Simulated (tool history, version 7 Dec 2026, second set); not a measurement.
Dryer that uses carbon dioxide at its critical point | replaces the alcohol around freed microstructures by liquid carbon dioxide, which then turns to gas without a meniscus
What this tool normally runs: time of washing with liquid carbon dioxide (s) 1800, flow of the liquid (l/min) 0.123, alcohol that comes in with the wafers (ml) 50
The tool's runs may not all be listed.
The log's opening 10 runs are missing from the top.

run,day,time of washing with liquid carbon dioxide (s),flow of the liquid (l/min),alcohol that comes in with the wafers (ml),alcohol left in the vessel before it's heated (ppm by volume)
11,4.571,1800,0.123,91,401
12,4.938,1800,0.123,91,396
13,5.388,1800,0.123,91,389
14,5.962,1800,0.123,50,245
15,6.388,1800,0.123,50,223
16,6.758,1800,0.123,50,251
17,7.267,1800,0.123,50,244
18,7.829,1080,0.123,50,2499
19,8.108,1080,0.123,50,2522
20,8.408,1080,0.123,50,2535
21,8.904,1860,0.123,26,130
22,9.25,1860,0.123,26,138
23,9.862,1200,0.16,71,679
24,10.396,1800,0.087,50,1435
25,10.829,1560,0.186,50,68
26,11.133,1560,0.186,50,83
27,11.417,1560,0.09,50,2206
28,11.992,1560,0.158,26,93
29,12.533,1560,0.158,26,109
30,13.058,1380,0.118,50,1182
# day 13.496: inlet filter changed
31,13.571,1620,0.123,50,277
32,14.021,1680,0.123,74,351
33,14.367,1740,0.16,38,63

Forecast run 34:
34,14.804,1740,0.16,38,?

alcohol left in the vessel before it's heated (ppm by volume): 67
If the tool had no hidden condition, the same run with the same run-to-run variation would have returned alcohol left in the vessel before it's heated (ppm by volume) 17.

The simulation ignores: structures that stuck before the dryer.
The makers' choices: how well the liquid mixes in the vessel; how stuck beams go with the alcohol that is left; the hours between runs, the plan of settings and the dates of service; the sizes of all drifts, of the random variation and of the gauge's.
